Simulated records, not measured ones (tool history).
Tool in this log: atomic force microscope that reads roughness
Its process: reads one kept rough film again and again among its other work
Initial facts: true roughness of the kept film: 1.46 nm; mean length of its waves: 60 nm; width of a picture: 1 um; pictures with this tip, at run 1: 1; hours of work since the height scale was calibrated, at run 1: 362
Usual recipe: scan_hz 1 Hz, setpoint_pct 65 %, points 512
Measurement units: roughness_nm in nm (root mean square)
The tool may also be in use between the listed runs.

| run | day | scan_hz | setpoint_pct | points | pictures with this tip | hours of work since the height scale was calibrated | roughness_nm |
|---|---|---|---|---|---|---|---|
| 1 | 0 | 1 | 65 | 512 | 1 | 362 | 1.388 |
| 2 | 1.038 | 1 | 65 | 512 | 33 | 379 | 1.358 |
| 3 | 1.667 | 1 | 65 | 512 | 52 | 389 | 1.342 |
| 4 | 2.292 | 1 | 65 | 512 | 72 | 399 | 1.326 |
| 5 | 2.825 | 1 | 65 | 512 | 88 | 408 | 1.328 |
| 6 | 3.775 | 0.87 | 65 | 512 | 117 | 423 | 1.314 |
|  | 4.217 | new tip fitted |
| 7 | 4.312 | 1 | 65 | 512 | 3 | 432 | 1.375 |
| 8 | 5.504 | 1 | 65 | 512 | 39 | 451 | 1.353 |
| 9 | 6.675 | 3.94 | 65 | 512 | 76 | 470 | 1.19 |
| 10 | 7.317 | 1 | 79 | 931 | 96 | 480 | 1.263 |
| 11 | 8.267 | 1 | 79 | 931 | 125 | 496 | 1.24 |
|  | 8.488 | new tip fitted |
| 12 | 9.2 | 3.61 | 78 | 555 | 22 | 511 | 1.068 |
| 13 | 10.4 | 3.61 | 78 | 555 | 59 | 530 | 1.052 |
| 14 | 11.046 | 0.59 | 64 | 604 | 79 | 541 | 1.351 |
| 15 | 11.704 | 2.02 | 68 | 604 | 100 | 551 | 1.254 |
|  | 12.704 | new tip fitted |
| 16 | 12.796 | 2.02 | 68 | 990 | 3 | 569 | 1.304 |
| 17 | 13.512 | 1 | 68 | 512 | 25 | 581 | 1.36 |

Consider 3 possible next runs. They are alternatives, not a sequence: every one starts from the tool as it was left by run 17. What does each give?
| A | 14.546 | 0.69 | 74 | 273 | 57 | 597 | ? |
| B | 14.546 | 2.12 | 68 | 522 | 57 | 597 | ? |
| C | 14.546 | 1 | 73 | 512 | 57 | 597 | ? |

| run | roughness_nm |
|---|---|
| A | 1.337 |
| B | 1.259 |
| C | 1.314 |
What these runs would have given with no unlogged condition in the tool:
| run | roughness_nm |
|---|---|
| A | 1.359 |
| B | 1.28 |
| C | 1.335 |

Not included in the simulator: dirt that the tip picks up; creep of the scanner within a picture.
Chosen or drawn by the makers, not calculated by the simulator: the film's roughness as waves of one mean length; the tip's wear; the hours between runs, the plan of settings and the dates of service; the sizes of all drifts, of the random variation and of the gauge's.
